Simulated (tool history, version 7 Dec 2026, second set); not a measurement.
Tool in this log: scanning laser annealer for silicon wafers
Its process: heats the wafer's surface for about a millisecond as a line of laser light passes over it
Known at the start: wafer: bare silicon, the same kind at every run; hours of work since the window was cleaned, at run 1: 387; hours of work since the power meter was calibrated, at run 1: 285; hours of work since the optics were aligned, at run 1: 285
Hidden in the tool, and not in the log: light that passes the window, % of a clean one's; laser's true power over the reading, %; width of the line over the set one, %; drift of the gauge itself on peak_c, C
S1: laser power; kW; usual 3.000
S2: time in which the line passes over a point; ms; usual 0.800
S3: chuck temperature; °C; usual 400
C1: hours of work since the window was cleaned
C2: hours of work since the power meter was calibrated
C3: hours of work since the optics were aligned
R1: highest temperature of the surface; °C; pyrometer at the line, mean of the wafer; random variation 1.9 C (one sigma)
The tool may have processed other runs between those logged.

run 1 hour=0.0 | S1=3.000 S2=0.800 S3=400 | C1=387 C2=285 C3=285 | R1=1192
run 2 hour=69.5 | S1=3.000 S2=0.993 S3=400 | C1=430 C2=329 C3=329 | R1=1283
run 3 hour=126.4 | S1=3.000 S2=0.993 S3=400 | C1=466 C2=364 C3=364 | R1=1281
run 4 hour=192.6 | S1=3.000 S2=0.993 S3=400 | C1=508 C2=406 C3=406 | R1=1278
run 5 hour=261.4 | S1=3.000 S2=0.993 S3=400 | C1=551 C2=449 C3=449 | R1=1281
run 6 hour=330.2 | S1=3.000 S2=0.993 S3=400 | C1=594 C2=492 C3=492 | R1=1279
run 7 hour=386.7 | S1=3.000 S2=0.993 S3=400 | C1=629 C2=528 C3=528 | R1=1275
run 8 hour=458.8 | S1=3.000 S2=0.993 S3=400 | C1=675 C2=573 C3=573 | R1=1274
-- hour=469.5 optics aligned, line set to its width
run 9 hour=527.4 | S1=3.000 S2=0.993 S3=400 | C1=715 C2=613 C3=36 | R1=1269
run 10 hour=576.2 | S1=3.000 S2=0.800 S3=400 | C1=745 C2=644 C3=67 | R1=1179
-- hour=591.0 optics aligned, line set to its width, once more
run 11 hour=627.5 | S1=3.000 S2=0.800 S3=400 | C1=774 C2=673 C3=23 | R1=1187
run 12 hour=670.8 | S1=3.000 S2=0.800 S3=400 | C1=802 C2=700 C3=50 | R1=1185
run 13 hour=725.1 | S1=3.000 S2=0.800 S3=400 | C1=836 C2=734 C3=84 | R1=1186
run 14 hour=775.7 | S1=3.000 S2=0.800 S3=418 | C1=867 C2=766 C3=116 | R1=1204
run 15 hour=806.3 | S1=2.819 S2=0.678 S3=418 | C1=887 C2=785 C3=135 | R1=1085
run 16 hour=845.7 | S1=3.128 S2=0.782 S3=400 | C1=911 C2=810 C3=160 | R1=1212
-- hour=881.7 window over the wafer cleaned
run 17 hour=904.9 | S1=2.562 S2=0.663 S3=402 | C1=15 C2=846 C3=196 | R1=1002
run 18 hour=960.8 | S1=2.966 S2=0.784 S3=402 | C1=50 C2=881 C3=231 | R1=1182
run 19 hour=1020.5 | S1=2.911 S2=0.784 S3=385 | C1=87 C2=918 C3=268 | R1=1147
run 20 hour=1082.4 | S1=2.911 S2=0.784 S3=385 | C1=126 C2=957 C3=307 | R1=1144
run 21 hour=1138.9 | S1=2.573 S2=0.562 S3=373 | C1=162 C2=993 C3=343 | R1=921
run 22 hour=1201.8 | S1=2.601 S2=0.996 S3=372 | C1=201 C2=1032 C3=382 | R1=1116
run 23 hour=1241.1 | S1=3.000 S2=0.920 S3=400 | C1=226 C2=1057 C3=407 | R1=1248
run 24 hour=1309.3 | S1=2.877 S2=0.880 S3=394 | C1=268 C2=1100 C3=450 | R1=1182
run 25 hour=1380.7 | S1=2.993 S2=0.793 S3=429 | C1=313 C2=1144 C3=495 | R1=1212
run 26 hour=1427.2 | S1=2.852 S2=0.647 S3=429 | C1=343 C2=1174 C3=524 | R1=1092
run 27 hour=1481.6 | S1=2.638 S2=0.683 S3=409 | C1=377 C2=1208 C3=558 | R1=1026
run 28 hour=1513.7 | S1=2.638 S2=0.683 S3=409 | C1=397 C2=1228 C3=578 | R1=1025

Across each entry between runs, compare the hidden state at the last listed run before it with the hidden state at the first listed run after it:
Logged between run 8 and run 9: optics aligned, line set to its width (hour 469.5)
  light that passes the window, % of a clean one's: 98.27 -> 98.17; laser's true power over the reading, %: -0.39 -> -0.4; width of the line over the set one, %: 1.64 -> 2.12
  what was measured, less what the result would be without the hidden state, R1: -34 -> -38 °C
Logged between run 10 and run 11: optics aligned, line set to its width, once more (hour 591.0)
  light that passes the window, % of a clean one's: 98.09 -> 98.02; width of the line over the set one, %: 2.19 -> 0.18
  what was measured, less what the result would be without the hidden state, R1: -35 -> -25 °C
Logged between run 16 and run 17: window over the wafer cleaned (hour 881.7)
  light that passes the window, % of a clean one's: 97.67 -> 99.63; width of the line over the set one, %: 0.49 -> 0.57
  what was measured, less what the result would be without the hidden state, R1: -31 -> -8 °C
